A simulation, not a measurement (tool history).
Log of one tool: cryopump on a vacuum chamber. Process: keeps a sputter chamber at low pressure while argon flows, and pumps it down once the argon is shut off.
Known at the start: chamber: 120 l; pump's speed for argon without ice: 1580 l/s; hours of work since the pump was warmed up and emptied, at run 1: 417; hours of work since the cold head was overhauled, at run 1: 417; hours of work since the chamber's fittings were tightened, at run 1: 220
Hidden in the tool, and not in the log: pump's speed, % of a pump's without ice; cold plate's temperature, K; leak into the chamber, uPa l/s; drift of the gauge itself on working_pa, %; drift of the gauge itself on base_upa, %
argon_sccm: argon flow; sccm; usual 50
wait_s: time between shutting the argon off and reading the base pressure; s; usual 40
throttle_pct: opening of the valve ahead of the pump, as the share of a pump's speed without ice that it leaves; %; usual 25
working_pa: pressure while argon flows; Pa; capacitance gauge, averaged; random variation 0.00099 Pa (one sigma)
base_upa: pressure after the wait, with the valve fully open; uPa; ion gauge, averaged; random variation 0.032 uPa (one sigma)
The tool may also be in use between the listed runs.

run,hour,argon_sccm,wait_s,throttle_pct,hours of work since the pump was warmed up and emptied,hours of work since the cold head was overhauled,hours of work since the chamber's fittings were tightened,working_pa,base_upa
1,0.0,50,40,25,417,417,220,0.2191,2.02
2,26.1,50,36,25,432,432,235,0.2211,2.22
3,69.6,50,36,25,456,456,260,0.2226,2.25
4,117.9,51,36,25,484,484,287,0.2261,2.30
5,142.8,51,36,25,498,498,301,0.2256,2.38
6,196.3,51,36,25,528,528,332,0.2264,2.32
7,227.7,51,36,25,546,546,349,0.2286,2.28
8,264.4,22,40,25,567,567,370,0.0983,2.24
9,295.6,22,40,25,584,584,388,0.0981,2.28
10,323.0,22,40,25,600,600,403,0.0999,2.34
11,364.0,22,40,25,623,623,427,0.0988,2.41
12,401.1,22,40,25,644,644,448,0.1003,2.39
13,442.5,50,125,25,668,668,471,0.2256,1.43
14,484.3,97,125,25,691,691,495,0.4393,1.50
15,538.2,97,125,25,722,722,525,0.4402,1.54
16,563.5,97,125,25,736,736,540,0.4406,1.61
17,602.4,97,125,15,758,758,562,0.7214,1.65
18,637.1,97,125,15,778,778,581,0.7197,1.67
19,666.1,97,125,15,794,794,598,0.7207,1.71
20,702.3,50,82,25,815,815,618,0.2301,2.01
21,753.2,56,76,25,844,844,647,0.2553,2.17
22,784.8,29,104,15,862,862,665,0.2163,1.94
23,814.6,24,272,22,879,879,682,0.1252,1.69
# hour 868.2: pump warmed up, emptied and cooled again
24,873.7,24,272,22,3,909,713,0.1176,1.39
25,901.0,24,272,22,19,925,728,0.1183,1.44

Forecast each of these 5 alternatives for the next run:
A,933.7,24,170,54,37,943,747,?,?
B,933.7,71,22,25,37,943,747,?,?
C,933.7,22,34,22,37,943,747,?,?
D,933.7,23,103,20,37,943,747,?,?
E,933.7,32,272,47,37,943,747,?,?

run,working_pa,base_upa
A,0.0483,1.54
B,0.3052,3.85
C,0.1086,2.83
D,0.1237,1.81
E,0.0754,1.43
Without the tool's hidden state the same runs would have given:
run,working_pa,base_upa
A,0.0475,0.53
B,0.3029,2.84
C,0.1079,1.83
D,0.1230,0.77
E,0.0744,0.41

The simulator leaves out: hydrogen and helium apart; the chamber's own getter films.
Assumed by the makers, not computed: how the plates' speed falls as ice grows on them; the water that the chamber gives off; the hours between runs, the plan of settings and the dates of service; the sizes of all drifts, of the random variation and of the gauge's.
